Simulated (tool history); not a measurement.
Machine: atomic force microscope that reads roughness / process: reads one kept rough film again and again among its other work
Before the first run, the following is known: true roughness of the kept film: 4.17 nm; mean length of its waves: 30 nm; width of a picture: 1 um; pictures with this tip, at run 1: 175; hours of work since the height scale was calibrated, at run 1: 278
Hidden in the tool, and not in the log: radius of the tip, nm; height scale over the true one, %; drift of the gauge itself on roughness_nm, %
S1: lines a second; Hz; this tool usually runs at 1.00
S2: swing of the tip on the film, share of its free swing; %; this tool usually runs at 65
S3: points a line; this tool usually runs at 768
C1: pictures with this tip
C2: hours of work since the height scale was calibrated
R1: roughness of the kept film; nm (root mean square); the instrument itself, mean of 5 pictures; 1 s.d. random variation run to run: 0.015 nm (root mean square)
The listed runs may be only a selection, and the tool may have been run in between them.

run,hour,S1,S2,S3,C1,C2,R1
1,0.0,1.00,65,768,175,278,3.344
2,7.4,1.00,65,768,184,282,3.324
3,21.6,1.00,65,768,202,290,3.287
4,30.4,1.00,65,768,214,295,3.262
5,44.7,1.00,65,768,232,302,3.198
6,54.7,1.00,65,768,245,308,3.183
# hour 64.7: new tip fitted
7,66.8,1.00,65,575,2,314,3.758
8,74.6,1.00,65,768,12,318,3.704
9,82.0,1.00,65,768,22,322,3.674
10,95.3,1.00,65,768,39,330,3.657
11,108.4,1.00,65,768,56,337,3.590
12,117.8,1.00,65,768,68,342,3.577
13,129.8,1.00,65,768,83,348,3.541
14,144.0,1.00,65,768,101,356,3.460
15,152.6,1.00,65,768,112,361,3.437
16,159.8,1.00,65,768,121,365,3.441
17,165.9,1.26,65,768,129,368,3.379
18,178.8,1.26,65,768,146,375,3.356
19,185.6,1.00,65,768,154,379,3.354
20,199.5,1.00,74,768,172,386,3.252
21,211.8,1.00,74,768,188,393,3.251
22,223.9,1.00,74,544,203,399,3.205
23,235.8,1.00,74,544,218,406,3.170
24,242.2,0.61,65,768,227,409,3.223
25,251.1,0.85,79,612,238,414,3.114
26,263.9,0.85,90,721,254,421,3.028
# hour 265.6: height scale calibrated on a step standard
# hour 267.6: new tip fitted
27,279.4,3.51,63,686,15,7,3.555
28,293.5,1.00,65,864,33,15,3.676
# hour 297.1: height scale calibrated on a step standard, once more
29,307.7,1.00,65,818,50,6,3.610
30,314.3,1.00,65,818,59,9,3.590
31,327.1,1.00,57,525,75,16,3.562
32,333.5,0.51,70,525,83,20,3.527
33,346.1,3.04,56,269,99,27,3.412
34,359.0,3.60,75,618,116,34,3.112
35,365.1,3.78,68,533,123,37,3.220
36,374.2,3.78,68,533,135,42,3.194
37,380.2,1.58,60,361,143,45,3.366
38,387.8,1.00,65,508,152,49,3.366
39,399.9,0.84,72,288,168,56,3.280
40,413.1,2.05,65,806,185,63,3.237
41,427.1,1.13,65,768,203,71,3.258
42,433.0,1.13,84,397,210,74,3.103
43,442.8,1.00,65,327,223,79,3.215

Predict each of these 4 candidate next runs independently; none follows another, all start after run 43:
A,456.1,1.00,84,377,240,86,?
B,456.1,2.52,65,563,240,86,?
C,456.1,1.54,80,328,240,86,?
D,456.1,0.72,59,600,240,86,?

run,R1
A,3.054
B,3.070
C,2.996
D,3.208
With no hidden state in the tool, these same runs would have given:
run,R1
A,3.592
B,3.611
C,3.525
D,3.773

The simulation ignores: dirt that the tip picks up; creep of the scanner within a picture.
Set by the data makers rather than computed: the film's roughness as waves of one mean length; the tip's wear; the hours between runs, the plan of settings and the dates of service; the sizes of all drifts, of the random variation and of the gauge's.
